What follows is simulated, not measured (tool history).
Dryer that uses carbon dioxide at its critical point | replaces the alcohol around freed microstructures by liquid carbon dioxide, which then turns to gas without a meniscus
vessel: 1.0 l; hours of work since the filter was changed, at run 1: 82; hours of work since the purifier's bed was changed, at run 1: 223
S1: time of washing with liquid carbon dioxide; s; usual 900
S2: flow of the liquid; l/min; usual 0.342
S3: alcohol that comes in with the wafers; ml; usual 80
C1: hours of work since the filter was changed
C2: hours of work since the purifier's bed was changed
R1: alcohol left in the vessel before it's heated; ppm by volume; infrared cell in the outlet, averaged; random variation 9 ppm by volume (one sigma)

run,day,S1,S2,S3,C1,C2,R1
1,0,900,0.342,80,82,223,590
2,0.5,900,0.342,80,89,230,587
3,1.238,900,0.342,80,100,241,619
4,1.871,900,0.342,80,109,251,631
5,2.338,900,0.332,80,116,258,734
6,2.929,900,0.332,80,125,266,754
7,3.396,900,0.342,80,132,273,668
8,3.733,900,0.342,80,137,278,670
9,4.154,900,0.342,80,143,285,684
10,4.704,900,0.342,80,152,293,691
11,5.488,900,0.342,80,163,304,687
12,6.125,900,0.342,80,173,314,726
13,6.754,900,0.342,80,182,323,731
14,7.333,900,0.342,80,191,332,728
15,7.862,900,0.342,80,198,340,759
16,8.283,900,0.342,80,205,346,766
17,8.738,900,0.342,80,211,353,780
18,9.471,900,0.342,80,222,363,791
19,9.958,600,0.508,99,230,371,1118
20,10.488,1380,0.286,54,237,379,155
21,10.975,600,0.536,80,245,386,721
22,11.317,1200,0.457,95,250,391,49
23,11.733,720,0.282,80,256,397,3847
24,12.45,1320,0.322,80,267,408,166
25,12.812,1320,0.231,44,272,413,487
26,13.217,1320,0.231,44,278,419,492
27,13.846,1320,0.231,44,287,428,492
28,14.258,600,0.231,44,293,435,5747
29,14.625,1440,0.252,67,299,440,333
30,15.183,1080,0.342,80,307,448,411
31,15.575,1080,0.342,80,313,454,409
32,15.892,1080,0.342,80,318,459,413
33,16.433,1080,0.342,80,326,467,418
34,17.046,1080,0.342,80,335,476,431
35,17.779,1080,0.342,80,346,487,446
36,18.538,540,0.363,34,357,498,2170

3 ways to go on from here, each from the tool as it stands after run 36. What would each give?
A,19.004,1380,0.342,80,364,505,?
B,19.004,1320,0.521,21,364,505,?
C,19.004,1260,0.363,34,364,505,?

run,R1
A,126
B,27
C,78
Without the tool's hidden state the same runs would have given:
run,R1
A,34
B,3
C,21
